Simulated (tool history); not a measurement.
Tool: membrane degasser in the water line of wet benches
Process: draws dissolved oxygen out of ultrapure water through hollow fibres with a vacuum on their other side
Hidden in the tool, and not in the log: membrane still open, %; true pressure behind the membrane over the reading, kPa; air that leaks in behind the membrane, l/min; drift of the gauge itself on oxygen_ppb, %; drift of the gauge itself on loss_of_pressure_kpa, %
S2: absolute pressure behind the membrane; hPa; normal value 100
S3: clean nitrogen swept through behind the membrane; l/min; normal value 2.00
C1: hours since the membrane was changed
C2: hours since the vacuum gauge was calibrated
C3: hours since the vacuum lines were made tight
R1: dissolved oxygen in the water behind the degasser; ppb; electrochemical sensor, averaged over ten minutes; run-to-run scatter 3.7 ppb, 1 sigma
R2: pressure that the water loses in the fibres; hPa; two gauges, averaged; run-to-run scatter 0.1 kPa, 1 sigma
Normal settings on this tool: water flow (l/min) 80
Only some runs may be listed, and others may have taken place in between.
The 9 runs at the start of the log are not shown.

{"run": 10, "hour": 2080.7, "water flow (l/min)": 80, "S2": 100, "S3": 0.98, "C1": 15131, "C2": 4977, "C3": 2577, "R1": 1116.2, "R2": 271.9}
{"run": 11, "hour": 2244.9, "water flow (l/min)": 80, "S2": 100, "S3": 0.98, "C1": 15295, "C2": 5141, "C3": 2741, "R1": 1110.4, "R2": 271.7}
{"hour": 2354.9, "done": "vacuum gauge calibrated"}
{"run": 12, "hour": 2494.7, "water flow (l/min)": 80, "S2": 100, "S3": 0.98, "C1": 15545, "C2": 140, "C3": 2990, "R1": 1083.3, "R2": 273.5}
{"run": 13, "hour": 2730.9, "water flow (l/min)": 80, "S2": 100, "S3": 2.0, "C1": 15781, "C2": 376, "C3": 3226, "R1": 777.4, "R2": 272.3}
{"run": 14, "hour": 3025.6, "water flow (l/min)": 80, "S2": 100, "S3": 2.0, "C1": 16076, "C2": 671, "C3": 3521, "R1": 776.4, "R2": 274.0}
{"run": 15, "hour": 3270.8, "water flow (l/min)": 80, "S2": 64, "S3": 2.0, "C1": 16321, "C2": 916, "C3": 3766, "R1": 524.1, "R2": 273.9}
{"run": 16, "hour": 3547.1, "water flow (l/min)": 80, "S2": 100, "S3": 2.0, "C1": 16597, "C2": 1192, "C3": 4042, "R1": 777.1, "R2": 274.0}
{"hour": 3724.1, "done": "membrane cartridge changed"}
{"run": 17, "hour": 3728.2, "water flow (l/min)": 67, "S2": 170, "S3": 0.82, "C1": 4, "C2": 1369, "C3": 4220, "R1": 1711.8, "R2": 214.3}
{"run": 18, "hour": 4057.6, "water flow (l/min)": 62, "S2": 100, "S3": 2.0, "C1": 334, "C2": 1699, "C3": 4549, "R1": 531.2, "R2": 198.6}
{"run": 19, "hour": 4348.3, "water flow (l/min)": 99, "S2": 86, "S3": 0.91, "C1": 624, "C2": 1989, "C3": 4840, "R1": 1149.4, "R2": 317.4}
{"run": 20, "hour": 4546.3, "water flow (l/min)": 121, "S2": 126, "S3": 4.65, "C1": 822, "C2": 2187, "C3": 5038, "R1": 991.9, "R2": 388.3}
{"run": 21, "hour": 4691.1, "water flow (l/min)": 121, "S2": 126, "S3": 4.65, "C1": 967, "C2": 2332, "C3": 5182, "R1": 987.6, "R2": 388.8}
{"run": 22, "hour": 4963.0, "water flow (l/min)": 121, "S2": 126, "S3": 4.88, "C1": 1239, "C2": 2604, "C3": 5454, "R1": 979.2, "R2": 387.1}
{"run": 23, "hour": 5186.5, "water flow (l/min)": 111, "S2": 75, "S3": 4.0, "C1": 1462, "C2": 2828, "C3": 5678, "R1": 693.7, "R2": 356.7}
{"run": 24, "hour": 5431.9, "water flow (l/min)": 69, "S2": 98, "S3": 4.68, "C1": 1708, "C2": 3073, "C3": 5923, "R1": 376.4, "R2": 221.9}
{"run": 25, "hour": 5787.5, "water flow (l/min)": 69, "S2": 98, "S3": 0.87, "C1": 2063, "C2": 3429, "C3": 6279, "R1": 966.2, "R2": 220.7}
{"run": 26, "hour": 6096.9, "water flow (l/min)": 113, "S2": 239, "S3": 5.84, "C1": 2373, "C2": 3738, "C3": 6588, "R1": 1234.2, "R2": 363.9}

Run 27, settings as shown, results not yet in. Your forecast:
{"run": 27, "hour": 6270.3, "water flow (l/min)": 113, "S2": 169, "S3": 2.68, "C1": 2546, "C2": 3911, "C3": 6762, "R1": "?", "R2": "?"}

{"run 27": {"R1": 1424.3, "R2": 363.7}}
If the tool had no hidden condition, the same run with the same run-to-run variation would have returned R1 1400.9 ppb, R2 360.0 hPa.
